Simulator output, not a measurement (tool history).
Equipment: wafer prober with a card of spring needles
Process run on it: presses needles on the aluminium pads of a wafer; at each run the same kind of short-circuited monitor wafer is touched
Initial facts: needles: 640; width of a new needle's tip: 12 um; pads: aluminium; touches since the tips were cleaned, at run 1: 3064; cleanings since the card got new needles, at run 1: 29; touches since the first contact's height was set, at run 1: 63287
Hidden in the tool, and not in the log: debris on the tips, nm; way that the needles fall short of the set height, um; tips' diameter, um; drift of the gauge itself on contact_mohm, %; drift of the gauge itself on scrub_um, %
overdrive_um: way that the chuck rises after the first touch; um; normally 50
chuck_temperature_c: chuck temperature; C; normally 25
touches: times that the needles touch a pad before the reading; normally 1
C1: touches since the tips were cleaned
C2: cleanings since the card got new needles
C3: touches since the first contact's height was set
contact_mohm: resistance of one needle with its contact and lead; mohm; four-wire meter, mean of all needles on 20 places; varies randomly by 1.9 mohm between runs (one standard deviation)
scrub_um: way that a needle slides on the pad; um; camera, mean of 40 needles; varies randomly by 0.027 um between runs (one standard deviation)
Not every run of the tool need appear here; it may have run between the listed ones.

{"run": 1, "day": 0.0, "overdrive_um": 50, "chuck_temperature_c": 25, "touches": 1, "C1": 3064, "C2": 29, "C3": 63287, "contact_mohm": 313, "scrub_um": 6.69}
{"day": 0.204, "done": "tips cleaned on abrasive film"}
{"run": 2, "day": 0.496, "overdrive_um": 50, "chuck_temperature_c": 25, "touches": 1, "C1": 2649, "C2": 30, "C3": 67770, "contact_mohm": 308, "scrub_um": 6.62}
{"day": 0.738, "done": "tips cleaned on abrasive film"}
{"run": 3, "day": 0.85, "overdrive_um": 47, "chuck_temperature_c": 25, "touches": 1, "C1": 1024, "C2": 31, "C3": 70954, "contact_mohm": 271, "scrub_um": 6.25}
{"run": 4, "day": 1.196, "overdrive_um": 47, "chuck_temperature_c": 25, "touches": 1, "C1": 4155, "C2": 31, "C3": 74085, "contact_mohm": 335, "scrub_um": 6.26}
{"day": 1.292, "done": "tips cleaned on abrasive film"}
{"run": 5, "day": 1.604, "overdrive_um": 47, "chuck_temperature_c": 25, "touches": 1, "C1": 2855, "C2": 32, "C3": 77780, "contact_mohm": 326, "scrub_um": 6.21}
{"day": 1.808, "done": "tips cleaned on abrasive film"}
{"run": 6, "day": 1.921, "overdrive_um": 50, "chuck_temperature_c": 25, "touches": 3, "C1": 1035, "C2": 33, "C3": 80626, "contact_mohm": 225, "scrub_um": 6.69}
{"day": 2.342, "done": "tips cleaned on abrasive film"}
{"run": 7, "day": 2.342, "overdrive_um": 31, "chuck_temperature_c": 25, "touches": 3, "C1": 0, "C2": 34, "C3": 84430, "contact_mohm": 219, "scrub_um": 4.03}
{"run": 8, "day": 2.658, "overdrive_um": 31, "chuck_temperature_c": 27, "touches": 3, "C1": 2863, "C2": 34, "C3": 87293, "contact_mohm": 302, "scrub_um": 4.05}
{"day": 2.883, "done": "tips cleaned on abrasive film"}
{"run": 9, "day": 3.138, "overdrive_um": 31, "chuck_temperature_c": 27, "touches": 3, "C1": 2302, "C2": 35, "C3": 91635, "contact_mohm": 297, "scrub_um": 4.05}
{"day": 3.412, "done": "tips cleaned on abrasive film"}
{"run": 10, "day": 3.412, "overdrive_um": 31, "chuck_temperature_c": 27, "touches": 3, "C1": 0, "C2": 36, "C3": 94107, "contact_mohm": 225, "scrub_um": 4.02}
{"day": 3.462, "done": "height of the first contact set anew"}
{"day": 3.938, "done": "tips cleaned on abrasive film"}
{"run": 11, "day": 3.938, "overdrive_um": 31, "chuck_temperature_c": 27, "touches": 3, "C1": 0, "C2": 37, "C3": 4324, "contact_mohm": 222, "scrub_um": 4.21}
{"day": 4.454, "done": "tips cleaned on abrasive film"}
{"run": 12, "day": 4.504, "overdrive_um": 31, "chuck_temperature_c": 27, "touches": 2, "C1": 439, "C2": 38, "C3": 9421, "contact_mohm": 263, "scrub_um": 4.19}
{"day": 4.992, "done": "tips cleaned on abrasive film"}
{"run": 13, "day": 5.042, "overdrive_um": 31, "chuck_temperature_c": 27, "touches": 2, "C1": 444, "C2": 39, "C3": 14268, "contact_mohm": 248, "scrub_um": 4.21}
{"run": 14, "day": 5.388, "overdrive_um": 31, "chuck_temperature_c": 27, "touches": 2, "C1": 3619, "C2": 39, "C3": 17443, "contact_mohm": 371, "scrub_um": 4.21}
{"day": 5.521, "done": "tips cleaned on abrasive film"}
{"run": 15, "day": 5.908, "overdrive_um": 31, "chuck_temperature_c": 27, "touches": 2, "C1": 3544, "C2": 40, "C3": 22158, "contact_mohm": 366, "scrub_um": 4.17}
{"day": 6.046, "done": "tips cleaned on abrasive film"}
{"run": 16, "day": 6.429, "overdrive_um": 31, "chuck_temperature_c": 27, "touches": 2, "C1": 3479, "C2": 41, "C3": 26848, "contact_mohm": 370, "scrub_um": 4.21}
{"day": 6.604, "done": "tips cleaned on abrasive film"}
{"run": 17, "day": 6.817, "overdrive_um": 50, "chuck_temperature_c": 25, "touches": 1, "C1": 1946, "C2": 42, "C3": 30329, "contact_mohm": 290, "scrub_um": 6.78}
{"day": 7.146, "done": "tips cleaned on abrasive film"}
{"run": 18, "day": 7.292, "overdrive_um": 65, "chuck_temperature_c": 42, "touches": 2, "C1": 1332, "C2": 43, "C3": 34630, "contact_mohm": 235, "scrub_um": 8.83}
{"day": 7.662, "done": "tips cleaned on abrasive film"}
{"run": 19, "day": 7.733, "overdrive_um": 41, "chuck_temperature_c": 86, "touches": 2, "C1": 635, "C2": 44, "C3": 38601, "contact_mohm": 258, "scrub_um": 5.55}
{"run": 20, "day": 7.975, "overdrive_um": 41, "chuck_temperature_c": 86, "touches": 2, "C1": 2855, "C2": 44, "C3": 40821, "contact_mohm": 306, "scrub_um": 5.5}
{"day": 8.208, "done": "tips cleaned on abrasive film"}
{"run": 21, "day": 8.317, "overdrive_um": 49, "chuck_temperature_c": 25, "touches": 3, "C1": 1002, "C2": 45, "C3": 43880, "contact_mohm": 225, "scrub_um": 6.58}
{"day": 8.733, "done": "tips cleaned on abrasive film"}
{"run": 22, "day": 8.771, "overdrive_um": 38, "chuck_temperature_c": 81, "touches": 2, "C1": 331, "C2": 46, "C3": 47990, "contact_mohm": 245, "scrub_um": 5.04}
{"run": 23, "day": 9.108, "overdrive_um": 59, "chuck_temperature_c": 81, "touches": 2, "C1": 3396, "C2": 46, "C3": 51055, "contact_mohm": 257, "scrub_um": 7.93}
{"day": 9.271, "done": "tips cleaned on abrasive film"}
{"run": 24, "day": 9.517, "overdrive_um": 32, "chuck_temperature_c": 25, "touches": 1, "C1": 2252, "C2": 47, "C3": 54734, "contact_mohm": 432, "scrub_um": 4.3}
{"day": 9.796, "done": "tips cleaned on abrasive film"}
{"run": 25, "day": 9.912, "overdrive_um": 35, "chuck_temperature_c": 58, "touches": 1, "C1": 1076, "C2": 48, "C3": 58309, "contact_mohm": 323, "scrub_um": 4.67}
{"day": 10.308, "done": "tips cleaned on abrasive film"}
{"run": 26, "day": 10.371, "overdrive_um": 37, "chuck_temperature_c": 62, "touches": 2, "C1": 561, "C2": 49, "C3": 62430, "contact_mohm": 259, "scrub_um": 4.92}
{"run": 27, "day": 10.704, "overdrive_um": 50, "chuck_temperature_c": 25, "touches": 1, "C1": 3620, "C2": 49, "C3": 65489, "contact_mohm": 321, "scrub_um": 6.68}
{"day": 10.833, "done": "tips cleaned on abrasive film"}
{"run": 28, "day": 11.029, "overdrive_um": 31, "chuck_temperature_c": 72, "touches": 3, "C1": 1796, "C2": 50, "C3": 68400, "contact_mohm": 293, "scrub_um": 4.09}
{"day": 11.371, "done": "tips cleaned on abrasive film"}
{"run": 29, "day": 11.379, "overdrive_um": 50, "chuck_temperature_c": 81, "touches": 1, "C1": 54, "C2": 51, "C3": 71529, "contact_mohm": 235, "scrub_um": 6.65}
{"run": 30, "day": 11.717, "overdrive_um": 50, "chuck_temperature_c": 81, "touches": 1, "C1": 3150, "C2": 51, "C3": 74625, "contact_mohm": 322, "scrub_um": 6.66}
{"day": 11.925, "done": "tips cleaned on abrasive film"}
{"run": 31, "day": 12.042, "overdrive_um": 50, "chuck_temperature_c": 81, "touches": 1, "C1": 1082, "C2": 52, "C3": 77547, "contact_mohm": 276, "scrub_um": 6.7}
{"run": 32, "day": 12.304, "overdrive_um": 50, "chuck_temperature_c": 81, "touches": 1, "C1": 3473, "C2": 52, "C3": 79938, "contact_mohm": 327, "scrub_um": 6.63}
{"day": 12.479, "done": "tips cleaned on abrasive film"}
{"run": 33, "day": 12.562, "overdrive_um": 65, "chuck_temperature_c": 62, "touches": 2, "C1": 743, "C2": 53, "C3": 82238, "contact_mohm": 225, "scrub_um": 8.69}

The logged runs with the hidden state left out (each run's random variation unchanged):
run=1 contact_mohm=205 scrub_um=6.83
run=2 contact_mohm=204 scrub_um=6.78
run=3 contact_mohm=203 scrub_um=6.42
run=4 contact_mohm=203 scrub_um=6.43
run=5 contact_mohm=205 scrub_um=6.39
run=6 contact_mohm=203 scrub_um=6.88
run=7 contact_mohm=211 scrub_um=4.22
run=8 contact_mohm=214 scrub_um=4.25
run=9 contact_mohm=212 scrub_um=4.26
run=10 contact_mohm=210 scrub_um=4.24
run=11 contact_mohm=211 scrub_um=4.22
run=12 contact_mohm=213 scrub_um=4.21
run=13 contact_mohm=207 scrub_um=4.24
run=14 contact_mohm=213 scrub_um=4.24
run=15 contact_mohm=211 scrub_um=4.21
run=16 contact_mohm=213 scrub_um=4.26
run=17 contact_mohm=200 scrub_um=6.84
run=18 contact_mohm=206 scrub_um=8.9
run=19 contact_mohm=221 scrub_um=5.63
run=20 contact_mohm=222 scrub_um=5.58
run=21 contact_mohm=202 scrub_um=6.67
run=22 contact_mohm=220 scrub_um=5.14
run=23 contact_mohm=210 scrub_um=8.03
run=24 contact_mohm=212 scrub_um=4.42
run=25 contact_mohm=215 scrub_um=4.79
run=26 contact_mohm=216 scrub_um=5.05
run=27 contact_mohm=201 scrub_um=6.82
run=28 contact_mohm=222 scrub_um=4.23
run=29 contact_mohm=220 scrub_um=6.81
run=30 contact_mohm=216 scrub_um=6.82
run=31 contact_mohm=215 scrub_um=6.87
run=32 contact_mohm=217 scrub_um=6.8
run=33 contact_mohm=208 scrub_um=8.87
